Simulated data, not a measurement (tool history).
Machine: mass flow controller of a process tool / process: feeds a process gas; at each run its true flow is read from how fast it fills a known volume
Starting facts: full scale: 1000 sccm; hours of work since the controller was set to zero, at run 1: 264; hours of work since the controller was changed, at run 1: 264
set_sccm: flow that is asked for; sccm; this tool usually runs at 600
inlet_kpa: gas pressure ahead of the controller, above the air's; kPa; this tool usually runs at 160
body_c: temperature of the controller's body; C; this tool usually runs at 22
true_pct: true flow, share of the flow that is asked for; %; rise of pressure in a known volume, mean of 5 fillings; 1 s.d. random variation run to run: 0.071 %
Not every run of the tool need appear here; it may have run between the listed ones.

| run | hour | set_sccm | inlet_kpa | body_c | hours of work since the controller was set to zero | hours of work since the controller was changed | true_pct |
|---|---|---|---|---|---|---|---|
| 1 | 0.0 | 600 | 160 | 22 | 264 | 264 | 99.43 |
| 2 | 75.0 | 600 | 160 | 27 | 314 | 314 | 99.91 |
| 3 | 162.3 | 600 | 160 | 27 | 372 | 372 | 99.99 |
| 4 | 254.7 | 600 | 160 | 27 | 433 | 433 | 100.05 |
| 5 | 327.5 | 600 | 160 | 27 | 481 | 481 | 100.03 |
| 6 | 402.6 | 600 | 229 | 22 | 531 | 531 | 99.10 |
| 7 | 470.5 | 206 | 160 | 22 | 576 | 576 | 99.18 |
| 8 | 518.8 | 206 | 160 | 22 | 608 | 608 | 98.98 |
| 9 | 616.2 | 206 | 160 | 22 | 673 | 673 | 99.04 |
| 10 | 668.2 | 600 | 275 | 22 | 707 | 707 | 98.90 |
| 11 | 743.2 | 600 | 275 | 22 | 757 | 757 | 98.95 |
| 12 | 844.9 | 151 | 160 | 22 | 824 | 824 | 99.00 |
| 13 | 900.6 | 151 | 160 | 22 | 861 | 861 | 99.16 |
| 14 | 1002.2 | 151 | 160 | 22 | 929 | 929 | 99.08 |
| 15 | 1086.2 | 151 | 160 | 22 | 984 | 984 | 99.03 |
| 16 | 1175.9 | 151 | 160 | 22 | 1044 | 1044 | 99.10 |
| 17 | 1240.3 | 571 | 160 | 22 | 1087 | 1087 | 99.44 |
| 18 | 1296.6 | 571 | 160 | 22 | 1124 | 1124 | 99.41 |
| 19 | 1357.7 | 571 | 160 | 22 | 1165 | 1165 | 99.51 |
| 20 | 1419.2 | 953 | 160 | 37 | 1205 | 1205 | 101.53 |
| 21 | 1504.5 | 352 | 160 | 37 | 1262 | 1262 | 100.98 |
| 22 | 1559.8 | 600 | 180 | 21 | 1299 | 1299 | 99.25 |
| 23 | 1633.7 | 155 | 197 | 27 | 1348 | 1348 | 99.42 |
| 24 | 1732.0 | 484 | 179 | 34 | 1413 | 1413 | 100.76 |
| 25 | 1804.3 | 225 | 147 | 22 | 1461 | 1461 | 99.08 |
| 26 | 1876.1 | 554 | 144 | 34 | 1508 | 1508 | 100.80 |
| 27 | 1955.1 | 554 | 144 | 34 | 1561 | 1561 | 100.79 |
| 28 | 2032.2 | 224 | 188 | 31 | 1612 | 1612 | 100.22 |
| 29 | 2097.8 | 400 | 169 | 22 | 1655 | 1655 | 99.20 |
| 30 | 2187.4 | 185 | 279 | 38 | 1715 | 1715 | 100.47 |
| 31 | 2288.1 | 356 | 206 | 32 | 1782 | 1782 | 100.24 |
| 32 | 2368.9 | 356 | 206 | 32 | 1835 | 1835 | 100.14 |
| 33 | 2426.9 | 356 | 206 | 32 | 1874 | 1874 | 100.20 |
| 34 | 2509.6 | 650 | 160 | 38 | 1929 | 1929 | 101.34 |
| 35 | 2569.8 | 265 | 212 | 27 | 1968 | 1968 | 99.47 |

3 options for the next run, each taken on its own from the tool as it stands now. Forecast them:
| A | 2645.7 | 435 | 212 | 27 | 2019 | 2019 | ? |
| B | 2645.7 | 756 | 160 | 22 | 2019 | 2019 | ? |
| C | 2645.7 | 473 | 257 | 22 | 2019 | 2019 | ? |

| run | true_pct |
|---|---|
| A | 99.47 |
| B | 99.47 |
| C | 98.85 |
Take away the tool's hidden state, keep each run's random variation, and the runs would have read:
| run | true_pct |
|---|---|
| A | 99.46 |
| B | 99.47 |
| C | 98.84 |
